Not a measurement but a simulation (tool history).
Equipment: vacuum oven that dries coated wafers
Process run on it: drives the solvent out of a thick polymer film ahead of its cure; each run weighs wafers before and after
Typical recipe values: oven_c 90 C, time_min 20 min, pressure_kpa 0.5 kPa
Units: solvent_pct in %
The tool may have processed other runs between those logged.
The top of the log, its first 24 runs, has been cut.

Run 25, hour 690.2: usual settings but oven_c 97 C, time_min 31 min, pressure_kpa 0.563 kPa. Result: solvent_pct 0.54 %.
Run 26, hour 729.7: usual settings but oven_c 99 C, time_min 35 min, pressure_kpa 0.547 kPa. Result: solvent_pct 0.47 %.
Run 27, hour 753.1: usual settings but oven_c 98 C, time_min 16 min, pressure_kpa 0.547 kPa. Result: solvent_pct 0.62 %.
Run 28, hour 782.7: usual settings but oven_c 89 C, time_min 12 min, pressure_kpa 1.541 kPa. Result: solvent_pct 3.29 %.
Run 29, hour 818.8: usual settings but oven_c 79 C, time_min 12 min, pressure_kpa 0.612 kPa. Result: solvent_pct 5.36 %.
Run 30, hour 847.5: usual settings but oven_c 83 C, time_min 11 min, pressure_kpa 0.801 kPa. Result: solvent_pct 4.63 %.
Run 31, hour 870: usual settings but oven_c 84 C, pressure_kpa 1.245 kPa. Result: solvent_pct 3 %.
Run 32, hour 901.1: usual settings but oven_c 81 C, pressure_kpa 0.33 kPa. Result: solvent_pct 2.77 %.
Run 33, hour 929: usual settings but oven_c 91 C, time_min 27 min. Result: solvent_pct 0.72 %.
Run 34, hour 967.8: usual settings but time_min 13 min, pressure_kpa 1.744 kPa. Result: solvent_pct 3.01 %.
Run 35, hour 1000: usual settings but oven_c 87 C. Result: solvent_pct 1.55 %.
Run 36, hour 1039.6: usual settings but oven_c 87 C, time_min 12 min, pressure_kpa 0.815 kPa. Result: solvent_pct 3.19 %.
Run 37, hour 1061.6: usual settings but oven_c 87 C, time_min 12 min, pressure_kpa 0.815 kPa. Result: solvent_pct 3.22 %.

3 ways to go on from here, each from the tool as it stands after run 37. What would each give?
Run A, hour 1083.2: usual settings but oven_c 85 C, time_min 32 min. Result: solvent_pct ?.
Run B, hour 1083.2: usual settings but time_min 18 min, pressure_kpa 0.468 kPa. Result: solvent_pct ?.
Run C, hour 1083.2: usual settings but oven_c 87 C, pressure_kpa 0.703 kPa. Result: solvent_pct ?.

run  solvent_pct
  A         1.08
  B         1.23
  C         1.72
Without the tool's hidden state the same runs would have given:
run  solvent_pct
  A         0.95
  B         1.16
  C         1.65
